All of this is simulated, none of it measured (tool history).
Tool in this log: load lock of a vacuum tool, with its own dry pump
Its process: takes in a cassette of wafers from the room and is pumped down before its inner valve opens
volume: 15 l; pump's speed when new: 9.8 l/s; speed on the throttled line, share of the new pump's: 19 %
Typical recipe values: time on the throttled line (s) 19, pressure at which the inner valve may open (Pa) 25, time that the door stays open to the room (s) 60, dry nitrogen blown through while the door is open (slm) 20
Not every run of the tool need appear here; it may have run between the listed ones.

run,hour,time on the throttled line (s),pressure at which the inner valve may open (Pa),time that the door stays open to the room (s),dry nitrogen blown through while the door is open (slm),"incoming humidity of the room's air, %",time from the closed door until the inner valve may open (s),rise of the pressure with all valves shut (Pa/min)
1,0.0,19,25,60,20,45.5,29.1,0.055
2,484.3,28,25,60,20,46.8,36.0,0.065
3,847.6,28,25,60,20,45.6,36.9,0.070
4,1205.7,28,25,60,20,42.9,36.4,0.055
5,1561.2,19,25,60,20,46.2,28.7,0.076
6,1804.2,19,25,60,20,49.4,29.4,0.079
7,2149.1,19,25,60,20,43.1,29.3,0.073
8,2450.8,20,25,60,20,46.6,29.6,0.084
9,2915.0,19,25,60,20,45.9,29.5,0.091
10,3201.5,19,25,60,20,51.0,29.3,0.092
11,3455.4,29,45,192,20,43.1,36.8,0.120
12,4047.7,13,20,113,20,46.7,25.9,0.113
13,4631.9,13,20,40,20,46.6,25.2,0.098
14,5159.1,13,20,40,20,45.5,26.2,0.106
# hour 5630.9: dry pump taken out, an overhauled one fitted
15,5700.8,10,20,40,7,43.1,20.8,0.129
16,6156.0,18,20,70,6,44.2,27.9,0.150
17,6439.5,15,25,60,24,45.6,24.9,0.135
18,6812.2,29,25,60,44,45.3,36.8,0.131
19,7342.7,28,25,41,20,46.3,35.1,0.141

Each row is a separate what-if for the run after 19, all from the same tool condition, not one after another. Results?
A,7673.2,32,50,41,20,43.2,?,?
B,7673.2,28,25,41,7,45.0,?,?
C,7673.2,28,25,41,23,45.8,?,?
D,7673.2,31,25,52,39,46.5,?,?
E,7673.2,19,25,60,32,45.3,?,?

run,time from the closed door until the inner valve may open (s),rise of the pressure with all valves shut (Pa/min)
A,37.7,0.145
B,35.3,0.155
C,35.2,0.147
D,37.3,0.144
E,28.4,0.148
Had the tool no hidden state, the same runs would have come out as:
run,time from the closed door until the inner valve may open (s),rise of the pressure with all valves shut (Pa/min)
A,37.6,0.031
B,35.3,0.043
C,35.1,0.034
D,37.3,0.031
E,28.3,0.035
